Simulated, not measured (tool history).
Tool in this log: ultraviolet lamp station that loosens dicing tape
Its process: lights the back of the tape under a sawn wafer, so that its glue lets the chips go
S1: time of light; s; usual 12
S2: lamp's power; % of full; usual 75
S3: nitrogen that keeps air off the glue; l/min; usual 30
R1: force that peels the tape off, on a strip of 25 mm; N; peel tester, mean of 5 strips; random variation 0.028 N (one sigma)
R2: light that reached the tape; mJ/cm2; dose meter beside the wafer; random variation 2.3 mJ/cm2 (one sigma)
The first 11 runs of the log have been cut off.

run,day,S1,S2,S3,R1,R2
12,15.454,15,75,30,1.258,247
13,16.758,15,75,30,1.272,249
14,18.721,22,75,30,0.614,354
15,20.55,22,75,30,0.646,351
# day 21.104: window cleaned of glue's vapour
16,22.471,22,75,30,0.497,397
17,24.642,22,75,30,0.521,389
18,25.55,12,75,30,1.764,205
19,27.567,12,75,30,1.856,204

What does the tool deliver on the next run?
20,29.658,6,63,30,?,?

For run 20 the tool returned R1 4.987 N, R2 82 mJ/cm2.
If the tool had no hidden condition, the same run with the same run-to-run variation would have returned R1 4.319 N, R2 99 mJ/cm2.
